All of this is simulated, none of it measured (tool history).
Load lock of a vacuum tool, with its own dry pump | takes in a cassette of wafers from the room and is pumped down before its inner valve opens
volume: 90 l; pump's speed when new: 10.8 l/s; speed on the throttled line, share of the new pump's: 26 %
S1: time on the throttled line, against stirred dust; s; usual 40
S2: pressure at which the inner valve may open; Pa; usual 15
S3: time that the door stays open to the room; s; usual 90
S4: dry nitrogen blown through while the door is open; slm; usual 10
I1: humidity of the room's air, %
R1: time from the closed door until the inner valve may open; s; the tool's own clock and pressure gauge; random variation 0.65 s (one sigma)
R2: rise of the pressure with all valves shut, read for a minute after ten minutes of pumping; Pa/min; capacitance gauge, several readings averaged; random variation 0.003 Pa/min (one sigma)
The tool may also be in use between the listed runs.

Run 1, hour 0: usual settings; I1 45.8. Result: R1 107.5 s, R2 0.089 Pa/min.
Run 2, hour 95.5: usual settings; I1 44.9. Result: R1 108.7 s, R2 0.085 Pa/min.
Run 3, hour 190.1: usual settings; I1 46.1. Result: R1 107.1 s, R2 0.087 Pa/min.
Run 4, hour 266.8: usual settings; I1 47.3. Result: R1 107.2 s, R2 0.089 Pa/min.
Run 5, hour 395.9: usual settings; I1 50.7. Result: R1 108.5 s, R2 0.099 Pa/min.
Run 6, hour 504.2: usual settings; I1 47.5. Result: R1 108.1 s, R2 0.093 Pa/min.
Run 7, hour 591: usual settings; I1 44.4. Result: R1 108.2 s, R2 0.095 Pa/min.
Run 8, hour 670.5: usual settings but S2 27 Pa; I1 46.8. Result: R1 102.5 s, R2 0.096 Pa/min.
Run 9, hour 809.4: usual settings but S2 16 Pa; I1 45.1. Result: R1 107.2 s, R2 0.098 Pa/min.
Run 10, hour 936.7: usual settings but S2 16 Pa; I1 43.9. Result: R1 107.2 s, R2 0.098 Pa/min.
Run 11, hour 996.6: usual settings but S2 16 Pa; I1 45.5. Result: R1 107.8 s, R2 0.097 Pa/min.
Run 12, hour 1069: usual settings but S2 16 Pa; I1 48.7. Result: R1 108 s, R2 0.109 Pa/min.
Run 13, hour 1186.2: usual settings; I1 46. Result: R1 109.1 s, R2 0.112 Pa/min.
Run 14, hour 1261.5: usual settings but S4 5 slm; I1 44.9. Result: R1 108 s, R2 0.114 Pa/min.
Run 15, hour 1396.8: usual settings; I1 43.9. Result: R1 109.2 s, R2 0.108 Pa/min.
Run 16, hour 1513.5: usual settings; I1 43.1. Result: R1 109 s, R2 0.108 Pa/min.
Run 17, hour 1641.8: usual settings; I1 42.7. Result: R1 109.8 s, R2 0.115 Pa/min.
Run 18, hour 1729.4: usual settings; I1 45.9. Result: R1 109.3 s, R2 0.115 Pa/min.
Run 19, hour 1851.3: usual settings; I1 43.2. Result: R1 109.5 s, R2 0.117 Pa/min.
Run 20, hour 1979: usual settings but S1 56 s, S4 5 slm; I1 41.9. Result: R1 121.2 s, R2 0.12 Pa/min.
Run 21, hour 2060.6: usual settings but S2 27 Pa, S3 32 s; I1 44.9. Result: R1 103.6 s, R2 0.12 Pa/min.
Run 22, hour 2121.4: usual settings but S4 44 slm; I1 42. Result: R1 111.1 s, R2 0.112 Pa/min.
Run 23, hour 2233.9: usual settings but S4 44 slm; I1 44.1. Result: R1 109.6 s, R2 0.113 Pa/min.
Run 24, hour 2309.2: usual settings but S4 44 slm; I1 42.9. Result: R1 110 s, R2 0.112 Pa/min.
Run 25, hour 2431.7: usual settings but S1 22 s, S2 25 Pa, S4 25 slm; I1 43.9. Result: R1 92.3 s, R2 0.128 Pa/min.
Run 26, hour 2561: usual settings but S1 33 s, S2 20 Pa, S3 25 s, S4 25 slm; I1 42.1. Result: R1 102.4 s, R2 0.122 Pa/min.
Run 27, hour 2667.1: usual settings but S1 33 s, S2 20 Pa, S3 25 s, S4 25 slm; I1 46.6. Result: R1 101.4 s, R2 0.12 Pa/min.
Run 28, hour 2762.3: usual settings but S1 33 s, S2 12 Pa, S3 161 s, S4 25 slm; I1 43.3. Result: R1 108.3 s, R2 0.136 Pa/min.
Run 29, hour 2896.2: usual settings but S1 68 s, S3 37 s, S4 9 slm; I1 44. Result: R1 129.4 s, R2 0.123 Pa/min.
Run 30, hour 3009.4: usual settings but S1 68 s, S3 66 s, S4 12 slm; I1 44. Result: R1 128 s, R2 0.135 Pa/min.
Run 31, hour 3080.3: usual settings but S2 14 Pa, S3 196 s, S4 43 slm; I1 45.8. Result: R1 111.1 s, R2 0.138 Pa/min.
Run 32, hour 3164.7: usual settings but S1 61 s, S4 25 slm; I1 46. Result: R1 125.6 s, R2 0.142 Pa/min.
Run 33, hour 3223.3: usual settings but S1 32 s, S2 19 Pa, S3 56 s; I1 45. Result: R1 101.7 s, R2 0.149 Pa/min.
Run 34, hour 3319.2: usual settings but S2 11 Pa, S3 134 s, S4 29 slm; I1 41.6. Result: R1 112.9 s, R2 0.149 Pa/min.
Run 35, hour 3387.2: usual settings but S1 48 s, S2 28 Pa, S3 45 s, S4 8 slm; I1 49.1. Result: R1 110.5 s, R2 0.153 Pa/min.
Run 36, hour 3504.4: usual settings but S1 48 s, S2 28 Pa, S3 45 s, S4 8 slm; I1 47.7. Result: R1 111.8 s, R2 0.146 Pa/min.

5 ways to go on from here, each from the tool as it stands after run 36. What would each give?
Run A, hour 3583.3: usual settings but S1 47 s, S2 28 Pa, S3 37 s, S4 4 slm; I1 43.2. Result: R1 ?, R2 ?.
Run B, hour 3583.3: usual settings but S1 44 s; I1 48.5. Result: R1 ?, R2 ?.
Run C, hour 3583.3: usual settings but S1 23 s, S3 25 s; I1 43. Result: R1 ?, R2 ?.
Run D, hour 3583.3: usual settings but S1 48 s, S2 28 Pa, S3 48 s, S4 9 slm; I1 45. Result: R1 ?, R2 ?.
Run E, hour 3583.3: usual settings but S1 36 s, S3 103 s; I1 47.7. Result: R1 ?, R2 ?.

run     R1     R2
  A    109  0.151
  B    113  0.158
  C   97.7  0.144
  D  109.8  0.148
  E  107.5  0.154
Without the tool's hidden state the same runs would have given:
run     R1     R2
  A  102.7  0.016
  B  105.8  0.023
  C   90.1  0.011
  D  103.6  0.016
  E  100.2  0.023
